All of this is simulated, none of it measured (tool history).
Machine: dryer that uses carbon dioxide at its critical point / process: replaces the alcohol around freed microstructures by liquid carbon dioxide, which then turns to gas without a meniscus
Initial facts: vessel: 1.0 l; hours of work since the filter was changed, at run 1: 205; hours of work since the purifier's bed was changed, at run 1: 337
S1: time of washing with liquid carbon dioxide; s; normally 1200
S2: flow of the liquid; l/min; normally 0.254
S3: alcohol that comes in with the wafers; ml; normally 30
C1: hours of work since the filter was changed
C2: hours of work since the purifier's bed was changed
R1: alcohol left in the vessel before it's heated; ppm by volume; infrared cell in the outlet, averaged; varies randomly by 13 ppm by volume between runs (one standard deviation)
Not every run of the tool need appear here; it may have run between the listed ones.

{"run": 1, "hour": 0.0, "S1": 1200, "S2": 0.254, "S3": 30, "C1": 205, "C2": 337, "R1": 1265}
{"run": 2, "hour": 50.4, "S1": 1200, "S2": 0.254, "S3": 30, "C1": 226, "C2": 358, "R1": 1326}
{"run": 3, "hour": 99.4, "S1": 1500, "S2": 0.254, "S3": 30, "C1": 246, "C2": 378, "R1": 729}
{"run": 4, "hour": 135.9, "S1": 1500, "S2": 0.254, "S3": 30, "C1": 261, "C2": 393, "R1": 749}
{"run": 5, "hour": 176.7, "S1": 1500, "S2": 0.254, "S3": 30, "C1": 277, "C2": 409, "R1": 747}
{"hour": 193.9, "done": "inlet filter changed"}
{"run": 6, "hour": 214.8, "S1": 1500, "S2": 0.254, "S3": 35, "C1": 9, "C2": 425, "R1": 635}
{"run": 7, "hour": 242.9, "S1": 1500, "S2": 0.254, "S3": 35, "C1": 20, "C2": 436, "R1": 630}
{"run": 8, "hour": 286.7, "S1": 1200, "S2": 0.168, "S3": 30, "C1": 38, "C2": 454, "R1": 2975}
{"run": 9, "hour": 337.2, "S1": 1200, "S2": 0.171, "S3": 30, "C1": 59, "C2": 475, "R1": 2909}
{"run": 10, "hour": 381.7, "S1": 1200, "S2": 0.171, "S3": 30, "C1": 77, "C2": 493, "R1": 3072}
{"run": 11, "hour": 411.5, "S1": 1200, "S2": 0.171, "S3": 30, "C1": 89, "C2": 505, "R1": 3049}
{"hour": 446.5, "done": "purifier's bed changed"}
{"run": 12, "hour": 465.5, "S1": 1200, "S2": 0.247, "S3": 30, "C1": 110, "C2": 8, "R1": 1063}
{"run": 13, "hour": 489.6, "S1": 1200, "S2": 0.247, "S3": 30, "C1": 120, "C2": 18, "R1": 1073}
{"run": 14, "hour": 522.3, "S1": 1200, "S2": 0.19, "S3": 30, "C1": 133, "C2": 31, "R1": 2294}
{"run": 15, "hour": 573.8, "S1": 1200, "S2": 0.19, "S3": 30, "C1": 154, "C2": 52, "R1": 2315}
{"run": 16, "hour": 599.7, "S1": 1200, "S2": 0.254, "S3": 43, "C1": 165, "C2": 63, "R1": 1501}
{"run": 17, "hour": 638.0, "S1": 1200, "S2": 0.254, "S3": 43, "C1": 180, "C2": 78, "R1": 1529}
{"run": 18, "hour": 661.3, "S1": 1200, "S2": 0.254, "S3": 23, "C1": 190, "C2": 88, "R1": 865}
{"run": 19, "hour": 712.4, "S1": 960, "S2": 0.254, "S3": 30, "C1": 211, "C2": 109, "R1": 2201}
{"run": 20, "hour": 739.2, "S1": 840, "S2": 0.254, "S3": 30, "C1": 222, "C2": 120, "R1": 3072}
{"run": 21, "hour": 766.2, "S1": 840, "S2": 0.254, "S3": 30, "C1": 233, "C2": 131, "R1": 3099}
{"run": 22, "hour": 810.1, "S1": 840, "S2": 0.254, "S3": 30, "C1": 251, "C2": 149, "R1": 3141}
{"run": 23, "hour": 858.9, "S1": 1860, "S2": 0.254, "S3": 30, "C1": 271, "C2": 169, "R1": 305}
{"run": 24, "hour": 885.1, "S1": 1860, "S2": 0.383, "S3": 30, "C1": 281, "C2": 179, "R1": 124}
{"hour": 891.2, "done": "inlet filter changed"}
{"run": 25, "hour": 924.7, "S1": 1860, "S2": 0.383, "S3": 30, "C1": 14, "C2": 195, "R1": 129}
{"run": 26, "hour": 966.8, "S1": 1860, "S2": 0.383, "S3": 30, "C1": 31, "C2": 212, "R1": 130}
{"run": 27, "hour": 999.4, "S1": 1860, "S2": 0.383, "S3": 82, "C1": 44, "C2": 226, "R1": 158}
{"run": 28, "hour": 1027.7, "S1": 1020, "S2": 0.296, "S3": 34, "C1": 56, "C2": 237, "R1": 1237}
{"run": 29, "hour": 1057.2, "S1": 960, "S2": 0.234, "S3": 106, "C1": 68, "C2": 249, "R1": 8105}
{"run": 30, "hour": 1096.4, "S1": 1080, "S2": 0.208, "S3": 30, "C1": 84, "C2": 265, "R1": 2442}
{"run": 31, "hour": 1136.8, "S1": 1080, "S2": 0.208, "S3": 30, "C1": 100, "C2": 282, "R1": 2499}
{"run": 32, "hour": 1181.0, "S1": 720, "S2": 0.164, "S3": 24, "C1": 118, "C2": 300, "R1": 6502}
{"run": 33, "hour": 1203.9, "S1": 1080, "S2": 0.212, "S3": 39, "C1": 128, "C2": 309, "R1": 3119}
{"run": 34, "hour": 1248.2, "S1": 1080, "S2": 0.212, "S3": 39, "C1": 146, "C2": 327, "R1": 3182}
{"run": 35, "hour": 1298.0, "S1": 1560, "S2": 0.328, "S3": 78, "C1": 166, "C2": 348, "R1": 490}
{"run": 36, "hour": 1346.0, "S1": 1200, "S2": 0.175, "S3": 28, "C1": 186, "C2": 367, "R1": 2948}
{"run": 37, "hour": 1397.9, "S1": 1200, "S2": 0.175, "S3": 28, "C1": 207, "C2": 389, "R1": 2893}
{"run": 38, "hour": 1449.2, "S1": 1200, "S2": 0.175, "S3": 28, "C1": 228, "C2": 410, "R1": 3095}
{"run": 39, "hour": 1480.7, "S1": 1020, "S2": 0.178, "S3": 44, "C1": 241, "C2": 422, "R1": 6361}
{"run": 40, "hour": 1505.5, "S1": 1200, "S2": 0.289, "S3": 30, "C1": 251, "C2": 433, "R1": 1005}
{"run": 41, "hour": 1536.6, "S1": 1200, "S2": 0.289, "S3": 30, "C1": 264, "C2": 445, "R1": 1007}
{"run": 42, "hour": 1572.7, "S1": 1200, "S2": 0.289, "S3": 30, "C1": 279, "C2": 460, "R1": 1025}
{"hour": 1585.9, "done": "inlet filter changed"}
{"run": 43, "hour": 1604.7, "S1": 960, "S2": 0.185, "S3": 21, "C1": 8, "C2": 473, "R1": 2761}
{"run": 44, "hour": 1655.7, "S1": 720, "S2": 0.379, "S3": 48, "C1": 29, "C2": 494, "R1": 2395}
{"run": 45, "hour": 1683.4, "S1": 840, "S2": 0.171, "S3": 45, "C1": 40, "C2": 505, "R1": 8759}
{"hour": 1719.6, "done": "purifier's bed changed"}
{"run": 46, "hour": 1733.1, "S1": 1200, "S2": 0.254, "S3": 34, "C1": 59, "C2": 6, "R1": 1019}

Take each entry between the runs: how does the hidden state at the last listed run before it differ from the hidden state at the first listed run after it?
Runs 5 to 6: inlet filter changed (hour 193.9)
  flow that reaches the vessel past the clogged filter, %: 89.1 -> 99.5; alcohol in the recycled carbon dioxide, ppm: 223.2 -> 231.1
  the result without the hidden state subtracted from the measured one, R1: +422 -> +242 ppm by volume
Runs 11 to 12: purifier's bed changed (hour 446.5)
  flow that reaches the vessel past the clogged filter, %: 96.3 -> 95.5; alcohol in the recycled carbon dioxide, ppm: 275.2 -> 10.2
  the result without the hidden state subtracted from the measured one, R1: +511 -> +158 ppm by volume
Runs 24 to 25: inlet filter changed (hour 891.2)
  flow that reaches the vessel past the clogged filter, %: 88.9 -> 99; alcohol in the recycled carbon dioxide, ppm: 105 -> 113.6
  the result without the hidden state subtracted from the measured one, R1: +108 -> +109 ppm by volume
Runs 42 to 43: inlet filter changed (hour 1585.9)
  flow that reaches the vessel past the clogged filter, %: 88.7 -> 99.6; alcohol in the recycled carbon dioxide, ppm: 255.4 -> 261.6
  the result without the hidden state subtracted from the measured one, R1: +532 -> +278 ppm by volume
Runs 45 to 46: purifier's bed changed (hour 1719.6)
  flow that reaches the vessel past the clogged filter, %: 98.3 -> 97.6; alcohol in the recycled carbon dioxide, ppm: 278.7 -> 9.3
  the result without the hidden state subtracted from the measured one, R1: +529 -> +89 ppm by volume
